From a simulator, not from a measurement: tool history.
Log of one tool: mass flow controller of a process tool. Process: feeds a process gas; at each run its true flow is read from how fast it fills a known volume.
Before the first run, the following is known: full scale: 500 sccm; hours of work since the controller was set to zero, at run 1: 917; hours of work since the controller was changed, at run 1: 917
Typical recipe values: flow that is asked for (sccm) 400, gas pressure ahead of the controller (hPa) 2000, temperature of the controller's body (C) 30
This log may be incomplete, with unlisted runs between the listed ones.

run	hour	flow that is asked for (sccm)	gas pressure ahead of the controller (hPa)	temperature of the controller's body (C)	hours of work since the controller was set to zero	hours of work since the controller was changed	true flow (%)
1	0	400	2000	30	917	917	100.14
2	55	400	2000	30	940	940	100.27
3	109	400	2000	30	962	962	100.34
4	221.3	400	2000	30	1008	1008	100.27
5	299.6	400	2000	30	1040	1040	100.43
6	379	400	2000	30	1073	1073	100.31
7	468.4	400	2000	36	1110	1110	101.06
8	524.6	400	2000	30	1133	1133	100.48
9	634.5	400	2000	30	1178	1178	100.61
10	719.6	400	2000	30	1213	1213	100.65
11	841.4	400	2000	30	1263	1263	100.8
12	897.3	400	2000	38	1286	1286	101.41
13	961.2	400	2000	38	1313	1313	101.53
14	1041.1	400	2000	36	1346	1346	101.45
15	1140.6	400	2000	36	1387	1387	101.48
16	1248.8	400	2000	36	1431	1431	101.56
17	1352	400	2530	36	1474	1474	101.32
18	1414.4	400	2530	36	1499	1499	101.43
19	1493.2	400	2530	36	1532	1532	101.44
20	1590.5	400	1730	30	1572	1572	101.38
21	1679.4	400	1730	33	1608	1608	101.66
22	1775.4	400	2000	30	1648	1648	101.31
23	1902	400	2000	30	1700	1700	101.39
24	1988.3	400	2000	30	1735	1735	101.41
25	2072.5	400	2000	30	1770	1770	101.39
26	2147.9	252	2050	24	1801	1801	100.95
27	2209.3	153	1800	26	1826	1826	100.89
28	2301.9	88	1800	35	1865	1865	101.65
29	2428.6	369	2690	31	1917	1917	101.36
30	2530.7	205	2490	31	1959	1959	101.36
31	2656.4	205	2490	31	2010	2010	101.32
32	2764.6	205	2490	31	2055	2055	101.37
33	2840	205	2490	31	2086	2086	101.48
34	2900.1	231	1770	29	2111	2111	101.81
35	2993.7	247	1460	29	2149	2149	102.06
36	3072.9	247	1460	29	2182	2182	102.02
37	3153.4	60	1800	28	2215	2215	101.53
# hour 3225.1: gauge calibrated
38	3258.9	71	2620	33	2258	2258	99.53
39	3375.3	400	2180	22	2306	2306	99.55
40	3458.8	273	1930	23	2341	2341	99.53
41	3528.9	315	1930	21	2370	2370	99.59
42	3609.5	315	1930	21	2403	2403	99.61
43	3697.2	315	1930	21	2439	2439	99.52
44	3799.7	196	1430	27	2481	2481	100.11
45	3856.9	400	1420	30	2505	2505	100.91
46	3950	400	1420	30	2543	2543	100.92
47	4020	368	1790	35	2572	2572	101.21
48	4122.2	368	1790	35	2614	2614	101.15
49	4208.6	168	2060	30	2649	2649	100.3

Some steps in true flow (%) between neighbouring runs. How much of each would the tool show without its hidden state too (settings, what came in, random variation), and how much is left for the hidden state, with any gauge scatter that isn't in both results?
Hidden conditions of the tool in this case: flow at rest that the sensor doesn't see, % of full scale; true flow over the shown one, %; drift of the gauge itself on true_pct, %.
Run 27 -> 28: flow that is asked for (sccm) 153 -> 88, temperature of the controller's body (C) 26 -> 35. true flow (%) +0.76: hidden state +0.08, all else +0.68.
Run 30 -> 31: no setting touched and nothing written in the log between the runs. true flow (%) -0.04: hidden state +0.08, all else -0.12.
Run 37 -> 38: flow that is asked for (sccm) 60 -> 71, gas pressure ahead of the controller (hPa) 1800 -> 2620, temperature of the controller's body (C) 28 -> 33, gauge calibrated. true flow (%) -2: hidden state -1.98, all else -0.02.
Run 44 -> 45: flow that is asked for (sccm) 196 -> 400, gas pressure ahead of the controller (hPa) 1430 -> 1420, temperature of the controller's body (C) 27 -> 30. true flow (%) +0.8: hidden state +0.03, all else +0.77.
Run 48 -> 49: flow that is asked for (sccm) 368 -> 168, gas pressure ahead of the controller (hPa) 1790 -> 2060, temperature of the controller's body (C) 35 -> 30. true flow (%) -0.85: hidden state +0.06, all else -0.91.
